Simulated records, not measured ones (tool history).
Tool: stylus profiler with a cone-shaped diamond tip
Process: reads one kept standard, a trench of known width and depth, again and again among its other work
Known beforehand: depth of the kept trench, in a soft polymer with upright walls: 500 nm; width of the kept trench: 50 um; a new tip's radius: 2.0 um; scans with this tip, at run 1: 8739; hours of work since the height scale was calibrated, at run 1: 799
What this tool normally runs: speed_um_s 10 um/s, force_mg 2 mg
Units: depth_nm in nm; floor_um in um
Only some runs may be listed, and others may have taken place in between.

run    hour  speed_um_s  force_mg  scans with this tip  hours of work since the height scale was calibrated  depth_nm  floor_um
  1       0          10         2                 8739                                                  799    506.01     46.65
  2    43.1          10      0.75                 9106                                                  832    504.02     46.62
  3    76.3          10      5.48                 9388                                                  858     510.6     46.54
  4   110.6          10      5.48                 9680                                                  885    510.45     46.55
  5   141.4          34      5.48                 9942                                                  909    510.64     46.49
  6   180.1          34      5.48                10271                                                  939    510.72     46.48
  7   229.2          10       1.3                10689                                                  977     505.1     46.49
  8   259.7          10       1.3                10949                                                 1001    505.11     46.45
  9   287.6          10       1.3                11186                                                 1023    505.09     46.43
 10   321.6          10       1.3                11475                                                 1049    505.24     46.38
 11   355.3          10      0.91                11762                                                 1075    504.29     46.42
 12   375.3          10      5.62                11931                                                 1091    510.84     46.36
 13   418.6          10      5.62                12300                                                 1125    511.26     46.38
 14     459          10      5.62                12643                                                 1156    511.19     46.39
 15   487.9          10      1.29                12889                                                 1178    505.25     46.31
 16   529.9          10      1.29                13247                                                 1211     505.3     46.27
 17     579          39         2                13664                                                 1249    506.63     46.24
 18   612.3           6      2.81                13947                                                 1275    507.65     46.27
 19   643.2           6      2.81                14210                                                 1299    507.87     46.25
 20   686.7           6      2.81                14580                                                 1333    507.94     46.21
 21   727.4           6      2.81                14926                                                 1365    507.96     46.25
 22   771.1          21      2.04                15298                                                 1399    506.92      46.1
 23     806          12      5.53                15594                                                 1426    511.28     46.12
 24   850.4          12      5.53                15972                                                 1460    511.31     46.07
 25   884.1          12       0.9                16259                                                 1486    504.93     46.08
 26   915.4          12       0.9                16525                                                 1511     504.9     46.12
 27   952.2           3      4.01                16838                                                 1539    509.79     46.04
 28   983.6           3      0.75                17105                                                 1564    504.54     46.08
 29    1014          10      0.76                17364                                                 1587       505     46.03
 30  1036.5          10      0.76                17555                                                 1605     504.5     45.97
 31  1077.2          25         2                17901                                                 1637    506.82     46.01
 32  1116.4          25         2                18235                                                 1667    507.02     45.99

Predict each of these 5 candidate next runs independently; none follows another, all start after run 32:
  A  1146.4          10      5.66                18490                                                 1690         ?         ?
  B  1146.4           7       0.7                18490                                                 1690         ?         ?
  C  1146.4          12         2                18490                                                 1690         ?         ?
  D  1146.4          15         2                18490                                                 1690         ?         ?
  E  1146.4           2      4.02                18490                                                 1690         ?         ?

run  depth_nm  floor_um
  A    511.81     45.98
  B    504.37     45.97
  C    506.75     46.02
  D    507.09     46.03
  E    509.96     45.93
What these runs would have given with no unlogged condition in the tool:
run  depth_nm  floor_um
  A    509.39     47.33
  B    501.99     47.33
  C    504.35     47.37
  D    504.69     47.38
  E    507.55     47.28
